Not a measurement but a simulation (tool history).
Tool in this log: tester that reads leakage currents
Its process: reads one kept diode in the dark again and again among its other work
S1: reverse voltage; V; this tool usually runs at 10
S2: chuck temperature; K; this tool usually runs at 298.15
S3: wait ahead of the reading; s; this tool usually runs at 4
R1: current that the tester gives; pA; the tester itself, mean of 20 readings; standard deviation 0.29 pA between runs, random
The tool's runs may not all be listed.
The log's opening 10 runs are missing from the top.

run	hour	S1	S2	S3	R1
# hour 294.5: tester calibrated
11	328.2	1.3	298.15	4	31.03
12	360.4	10	298.15	4	92.67
13	384.8	10	298.15	4	92.87
14	416	10	298.15	4	92.65
15	456.9	10	298.15	4	92.27
16	491.3	10	298.15	4	92.2
# hour 508.7: tester calibrated, once more
17	518.7	10	298.15	4	92.64
18	537.9	1.1	297.15	0.51	26.3
19	574	9.2	298.15	2.17	89.23
20	612.7	1.8	321.15	9.38	177.25
21	642.4	1.2	293.15	4.56	19.99
22	675.9	10	314.15	5.28	280.7
23	705.2	13.4	303.15	0.63	159.76
24	743.2	13.4	322.15	0.63	557.7
25	763.8	16.9	322.15	3.25	621.85
26	790.3	18.2	322.15	0.31	663.68
27	819.9	1.6	298.15	1.1	34.06
28	850.1	2.5	301.15	4.66	53.27
29	891.3	7.6	298.15	9.58	78.48
30	932.2	9.8	298.15	4	90.99

The next listed run, before its measurement:
31	971.1	2.1	294.15	0.44	?

Run 31 came out at R1 30.02 pA.
Take away the tool's hidden state, keep the run-to-run variation as it was, and the same run would have given R1 31.54 pA.

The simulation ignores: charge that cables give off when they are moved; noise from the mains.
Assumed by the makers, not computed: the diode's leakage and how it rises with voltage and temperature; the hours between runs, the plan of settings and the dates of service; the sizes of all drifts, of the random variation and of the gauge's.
